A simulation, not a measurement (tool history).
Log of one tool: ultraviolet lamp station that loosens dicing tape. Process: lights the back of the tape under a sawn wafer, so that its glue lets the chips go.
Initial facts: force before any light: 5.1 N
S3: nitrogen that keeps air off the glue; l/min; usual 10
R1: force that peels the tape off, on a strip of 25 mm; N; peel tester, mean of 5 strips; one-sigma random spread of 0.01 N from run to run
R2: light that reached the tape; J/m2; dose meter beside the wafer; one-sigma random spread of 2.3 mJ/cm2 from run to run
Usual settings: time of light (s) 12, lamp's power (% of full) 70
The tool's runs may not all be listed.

{"run": 1, "hour": 0.0, "time of light (s)": 12, "lamp's power (% of full)": 70, "S3": 10, "R1": 0.514, "R2": 1900}
{"run": 2, "hour": 43.0, "time of light (s)": 12, "lamp's power (% of full)": 70, "S3": 10, "R1": 0.565, "R2": 1870}
{"run": 3, "hour": 62.3, "time of light (s)": 12, "lamp's power (% of full)": 70, "S3": 20, "R1": 0.392, "R2": 1840}
{"run": 4, "hour": 89.9, "time of light (s)": 12, "lamp's power (% of full)": 70, "S3": 7, "R1": 0.719, "R2": 1840}
{"run": 5, "hour": 114.9, "time of light (s)": 12, "lamp's power (% of full)": 70, "S3": 10, "R1": 0.585, "R2": 1860}
{"run": 6, "hour": 141.8, "time of light (s)": 12, "lamp's power (% of full)": 71, "S3": 10, "R1": 0.595, "R2": 1810}
{"run": 7, "hour": 176.9, "time of light (s)": 12, "lamp's power (% of full)": 71, "S3": 10, "R1": 0.578, "R2": 1770}
{"run": 8, "hour": 196.1, "time of light (s)": 12, "lamp's power (% of full)": 71, "S3": 10, "R1": 0.585, "R2": 1770}
{"hour": 223.5, "done": "window cleaned of glue's vapour"}
{"run": 9, "hour": 223.5, "time of light (s)": 12, "lamp's power (% of full)": 71, "S3": 10, "R1": 0.495, "R2": 1960}
{"run": 10, "hour": 242.1, "time of light (s)": 12, "lamp's power (% of full)": 70, "S3": 10, "R1": 0.514, "R2": 1910}
{"run": 11, "hour": 261.4, "time of light (s)": 12, "lamp's power (% of full)": 70, "S3": 10, "R1": 0.534, "R2": 1920}
{"run": 12, "hour": 298.0, "time of light (s)": 12, "lamp's power (% of full)": 70, "S3": 10, "R1": 0.57, "R2": 1870}
{"run": 13, "hour": 325.0, "time of light (s)": 12, "lamp's power (% of full)": 70, "S3": 10, "R1": 0.563, "R2": 1840}
{"run": 14, "hour": 354.0, "time of light (s)": 12, "lamp's power (% of full)": 70, "S3": 10, "R1": 0.565, "R2": 1850}
{"run": 15, "hour": 377.1, "time of light (s)": 12, "lamp's power (% of full)": 70, "S3": 10, "R1": 0.566, "R2": 1800}
{"run": 16, "hour": 403.5, "time of light (s)": 12, "lamp's power (% of full)": 70, "S3": 10, "R1": 0.605, "R2": 1790}
{"run": 17, "hour": 428.1, "time of light (s)": 12, "lamp's power (% of full)": 70, "S3": 10, "R1": 0.611, "R2": 1770}
{"run": 18, "hour": 459.9, "time of light (s)": 22, "lamp's power (% of full)": 85, "S3": 12, "R1": 0.215, "R2": 3850}
{"run": 19, "hour": 499.1, "time of light (s)": 12, "lamp's power (% of full)": 67, "S3": 8, "R1": 0.778, "R2": 1640}
{"run": 20, "hour": 527.8, "time of light (s)": 12, "lamp's power (% of full)": 71, "S3": 5, "R1": 0.959, "R2": 1730}
{"run": 21, "hour": 555.5, "time of light (s)": 7, "lamp's power (% of full)": 71, "S3": 5, "R1": 1.854, "R2": 1000}
{"run": 22, "hour": 579.5, "time of light (s)": 7, "lamp's power (% of full)": 74, "S3": 20, "R1": 1.132, "R2": 990}
{"run": 23, "hour": 601.8, "time of light (s)": 12, "lamp's power (% of full)": 86, "S3": 6, "R1": 0.659, "R2": 1990}
{"run": 24, "hour": 627.8, "time of light (s)": 12, "lamp's power (% of full)": 88, "S3": 6, "R1": 0.665, "R2": 1970}
{"run": 25, "hour": 657.2, "time of light (s)": 12, "lamp's power (% of full)": 88, "S3": 6, "R1": 0.652, "R2": 1930}
{"hour": 669.9, "done": "window cleaned of glue's vapour"}
{"run": 26, "hour": 694.7, "time of light (s)": 12, "lamp's power (% of full)": 74, "S3": 5, "R1": 0.834, "R2": 1850}
{"run": 27, "hour": 727.5, "time of light (s)": 11, "lamp's power (% of full)": 70, "S3": 14, "R1": 0.617, "R2": 1520}
{"run": 28, "hour": 763.5, "time of light (s)": 17, "lamp's power (% of full)": 70, "S3": 10, "R1": 0.373, "R2": 2390}
{"run": 29, "hour": 796.2, "time of light (s)": 12, "lamp's power (% of full)": 70, "S3": 5, "R1": 1.015, "R2": 1630}
{"run": 30, "hour": 839.2, "time of light (s)": 12, "lamp's power (% of full)": 70, "S3": 5, "R1": 1.018, "R2": 1590}
{"run": 31, "hour": 866.5, "time of light (s)": 13, "lamp's power (% of full)": 65, "S3": 6, "R1": 0.957, "R2": 1570}

The logged runs with the hidden state left out (each run's random variation unchanged):
What the log doesn't record here: lamp's light, % of a new lamp's; light that the window lets through, % of a clean one's; drift of the gauge itself on peel_n, %; drift of the gauge itself on dose_mj_cm2, %.
run=1 R1=0.426 R2=2120
run=2 R1=0.453 R2=2130
run=3 R1=0.314 R2=2120
run=4 R1=0.557 R2=2150
run=5 R1=0.441 R2=2180
run=6 R1=0.44 R2=2160
run=7 R1=0.413 R2=2160
run=8 R1=0.413 R2=2180
run=9 R1=0.421 R2=2160
run=10 R1=0.431 R2=2120
run=11 R1=0.44 R2=2150
run=12 R1=0.456 R2=2140
run=13 R1=0.44 R2=2130
run=14 R1=0.428 R2=2160
run=15 R1=0.422 R2=2140
run=16 R1=0.443 R2=2150
run=17 R1=0.436 R2=2150
run=18 R1=0.203 R2=4760
run=19 R1=0.526 R2=2070
run=20 R1=0.646 R2=2210
run=21 R1=1.396 R2=1290
run=22 R1=0.747 R2=1310
run=23 R1=0.405 R2=2650
run=24 R1=0.402 R2=2670
run=25 R1=0.38 R2=2660
run=26 R1=0.583 R2=2290
run=27 R1=0.412 R2=1930
run=28 R1=0.261 R2=3060
run=29 R1=0.665 R2=2140
run=30 R1=0.648 R2=2130
run=31 R1=0.587 R2=2130

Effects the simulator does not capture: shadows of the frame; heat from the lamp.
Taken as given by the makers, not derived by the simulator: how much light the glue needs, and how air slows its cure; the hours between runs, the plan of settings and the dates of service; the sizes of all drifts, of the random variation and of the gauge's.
